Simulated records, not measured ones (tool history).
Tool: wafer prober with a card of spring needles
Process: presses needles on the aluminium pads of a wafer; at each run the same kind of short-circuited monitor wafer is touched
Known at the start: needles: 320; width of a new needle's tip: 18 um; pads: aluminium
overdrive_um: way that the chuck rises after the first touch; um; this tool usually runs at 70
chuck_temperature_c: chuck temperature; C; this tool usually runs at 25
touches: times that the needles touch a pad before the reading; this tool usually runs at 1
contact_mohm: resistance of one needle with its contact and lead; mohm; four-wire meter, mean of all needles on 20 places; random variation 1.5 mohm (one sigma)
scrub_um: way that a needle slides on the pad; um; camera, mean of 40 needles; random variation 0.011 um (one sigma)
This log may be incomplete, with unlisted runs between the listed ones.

Run 1, hour 0.0: usual settings. Result: contact_mohm 147 mohm, scrub_um 18.82 um.
At hour 20.3: tips cleaned on abrasive film.
At hour 45.4: tips cleaned on abrasive film.
Run 2, hour 48.6: usual settings. Result: contact_mohm 146 mohm, scrub_um 18.85 um.
At hour 64.0: height of the first contact set anew.
At hour 69.2: tips cleaned on abrasive film.
At hour 94.4: tips cleaned on abrasive film.
At hour 119.4: tips cleaned on abrasive film.
Run 3, hour 125.9: usual settings. Result: contact_mohm 149 mohm, scrub_um 18.86 um.
At hour 140.0: tips cleaned on abrasive film.
At hour 165.1: tips cleaned on abrasive film.
At hour 185.4: tips cleaned on abrasive film.
Run 4, hour 194.9: usual settings. Result: contact_mohm 149 mohm, scrub_um 18.83 um.
At hour 210.1: tips cleaned on abrasive film.
At hour 235.0: tips cleaned on abrasive film.
At hour 235.3: height of the first contact set anew.
At hour 260.0: tips cleaned on abrasive film.
Run 5, hour 269.4: usual settings. Result: contact_mohm 145 mohm, scrub_um 18.87 um.
At hour 284.2: tips cleaned on abrasive film.
At hour 309.6: tips cleaned on abrasive film.
At hour 335.0: tips cleaned on abrasive film.
At hour 360.0: tips cleaned on abrasive film.
Run 6, hour 367.8: usual settings but chuck_temperature_c 31 C. Result: contact_mohm 147 mohm, scrub_um 18.86 um.
At hour 382.5: tips cleaned on abrasive film.
At hour 407.0: tips cleaned on abrasive film.
At hour 407.3: height of the first contact set anew.
At hour 432.0: tips cleaned on abrasive film.
Run 7, hour 450.5: usual settings. Result: contact_mohm 149 mohm, scrub_um 18.87 um.
At hour 455.7: tips cleaned on abrasive film.
At hour 480.1: tips cleaned on abrasive film.
At hour 500.4: tips cleaned on abrasive film.
At hour 525.2: tips cleaned on abrasive film.
Run 8, hour 545.2: usual settings. Result: contact_mohm 148 mohm, scrub_um 18.88 um.
At hour 550.3: tips cleaned on abrasive film.
At hour 570.6: tips cleaned on abrasive film.
At hour 581.0: height of the first contact set anew.
Run 9, hour 588.8: usual settings but overdrive_um 56 um. Result: contact_mohm 154 mohm, scrub_um 15.11 um.
At hour 594.0: tips cleaned on abrasive film.
At hour 618.4: tips cleaned on abrasive film.
At hour 638.7: tips cleaned on abrasive film.
Run 10, hour 643.7: usual settings but chuck_temperature_c 38 C. Result: contact_mohm 151 mohm, scrub_um 18.90 um.
At hour 664.0: tips cleaned on abrasive film.
At hour 688.7: tips cleaned on abrasive film.
At hour 713.5: tips cleaned on abrasive film.
At hour 738.5: tips cleaned on abrasive film.
Run 11, hour 743.2: usual settings. Result: contact_mohm 146 mohm, scrub_um 18.91 um.
At hour 752.9: height of the first contact set anew.
At hour 763.1: tips cleaned on abrasive film.
At hour 787.7: tips cleaned on abrasive film.
At hour 813.1: tips cleaned on abrasive film.
Run 12, hour 822.9: usual settings. Result: contact_mohm 147 mohm, scrub_um 18.93 um.
At hour 838.2: tips cleaned on abrasive film.
At hour 862.8: tips cleaned on abrasive film.
At hour 883.1: tips cleaned on abrasive film.
Run 13, hour 895.1: usual settings. Result: contact_mohm 145 mohm, scrub_um 18.92 um.
At hour 905.3: tips cleaned on abrasive film.
At hour 925.6: tips cleaned on abrasive film.
At hour 925.9: height of the first contact set anew.
At hour 951.3: tips cleaned on abrasive film.
At hour 975.7: tips cleaned on abrasive film.
Run 14, hour 988.7: usual settings but touches 2. Result: contact_mohm 149 mohm, scrub_um 18.94 um.
At hour 998.9: tips cleaned on abrasive film.
At hour 1024.2: tips cleaned on abrasive film.
At hour 1049.0: tips cleaned on abrasive film.
At hour 1073.5: tips cleaned on abrasive film.
Run 15, hour 1075.7: usual settings but overdrive_um 60 um, chuck_temperature_c 36 C, touches 3. Result: contact_mohm 155 mohm, scrub_um 16.24 um.
At hour 1095.3: tips cleaned on abrasive film.
At hour 1100.7: height of the first contact set anew.
At hour 1120.2: tips cleaned on abrasive film.
Run 16, hour 1130.8: usual settings but overdrive_um 73 um, touches 2. Result: contact_mohm 147 mohm, scrub_um 19.77 um.
At hour 1140.9: tips cleaned on abrasive film.
At hour 1165.4: tips cleaned on abrasive film.
At hour 1185.7: tips cleaned on abrasive film.
At hour 1209.3: tips cleaned on abrasive film.
Run 17, hour 1209.3: usual settings but overdrive_um 73 um, touches 2. Result: contact_mohm 146 mohm, scrub_um 19.76 um.
At hour 1233.2: tips cleaned on abrasive film.
At hour 1257.8: tips cleaned on abrasive film.
At hour 1273.3: height of the first contact set anew.
At hour 1278.4: tips cleaned on abrasive film.
Run 18, hour 1294.3: usual settings but overdrive_um 89 um, chuck_temperature_c 62 C. Result: contact_mohm 150 mohm, scrub_um 24.12 um.
At hour 1299.5: tips cleaned on abrasive film.
At hour 1319.8: tips cleaned on abrasive film.
At hour 1345.0: tips cleaned on abrasive film.
At hour 1365.3: tips cleaned on abrasive film.
Run 19, hour 1374.3: usual settings but overdrive_um 82 um, chuck_temperature_c 62 C. Result: contact_mohm 151 mohm, scrub_um 22.24 um.
At hour 1389.5: tips cleaned on abrasive film.
At hour 1414.4: tips cleaned on abrasive film.
At hour 1434.7: tips cleaned on abrasive film.
At hour 1445.1: height of the first contact set anew.
At hour 1460.3: tips cleaned on abrasive film.
Run 20, hour 1472.7: usual settings but overdrive_um 82 um, chuck_temperature_c 62 C. Result: contact_mohm 153 mohm, scrub_um 22.25 um.
At hour 1482.5: tips cleaned on abrasive film.
At hour 1507.9: tips cleaned on abrasive film.
At hour 1533.1: tips cleaned on abrasive film.
At hour 1558.3: tips cleaned on abrasive film.
Run 21, hour 1558.3: usual settings but chuck_temperature_c 37 C, touches 2. Result: contact_mohm 148 mohm, scrub_um 18.98 um.
At hour 1583.0: tips cleaned on abrasive film.
At hour 1603.3: tips cleaned on abrasive film.
At hour 1618.8: height of the first contact set anew.
At hour 1629.0: tips cleaned on abrasive film.
Run 22, hour 1630.9: usual settings but overdrive_um 84 um, chuck_temperature_c 59 C. Result: contact_mohm 150 mohm, scrub_um 22.80 um.
At hour 1651.2: tips cleaned on abrasive film.
At hour 1671.5: tips cleaned on abrasive film.
At hour 1696.9: tips cleaned on abrasive film.
Run 23, hour 1699.0: usual settings but overdrive_um 56 um, chuck_temperature_c 48 C, touches 2. Result: contact_mohm 154 mohm, scrub_um 15.21 um.
At hour 1719.4: tips cleaned on abrasive film.
At hour 1743.2: tips cleaned on abrasive film.
At hour 1768.6: tips cleaned on abrasive film.
Run 24, hour 1779.3: usual settings but overdrive_um 54 um, chuck_temperature_c 48 C, touches 2. Result: contact_mohm 158 mohm, scrub_um 14.67 um.
At hour 1789.5: tips cleaned on abrasive film.
At hour 1789.8: height of the first contact set anew.
At hour 1815.0: tips cleaned on abrasive film.
At hour 1840.4: tips cleaned on abrasive film.
Run 25, hour 1841.7: usual settings but chuck_temperature_c 112 C, touches 2. Result: contact_mohm 159 mohm, scrub_um 19.04 um.
At hour 1860.9: tips cleaned on abrasive film.
At hour 1885.8: tips cleaned on abrasive film.
At hour 1911.2: tips cleaned on abrasive film.
Run 26, hour 1912.2: usual settings but overdrive_um 88 um, chuck_temperature_c 34 C. Result: contact_mohm 145 mohm, scrub_um 23.94 um.

Measured less the same run without the tool's hidden state. The same run-to-run variation is in both; the gauge's scatter may not be:
The hidden state here: debris on the tips, nm; way that the needles fall short of the set height, um; tips' diameter, um; drift of the gauge itself on contact_mohm, %; drift of the gauge itself on scrub_um, %.
run  scrub_um
  1     +0.00
  2     +0.01
  3     +0.02
  4     +0.02
  5     +0.03
  6     +0.03
  7     +0.04
  8     +0.06
  9     +0.05
 10     +0.07
 11     +0.07
 12     +0.09
 13     +0.10
 14     +0.11
 15     +0.10
 16     +0.13
 17     +0.13
 18     +0.17
 19     +0.17
 20     +0.18
 21     +0.17
 22     +0.20
 23     +0.15
 24     +0.15
 25     +0.20
 26     +0.25
For contact_mohm, the value without the hidden state is never more than 1 mohm from the measured value.
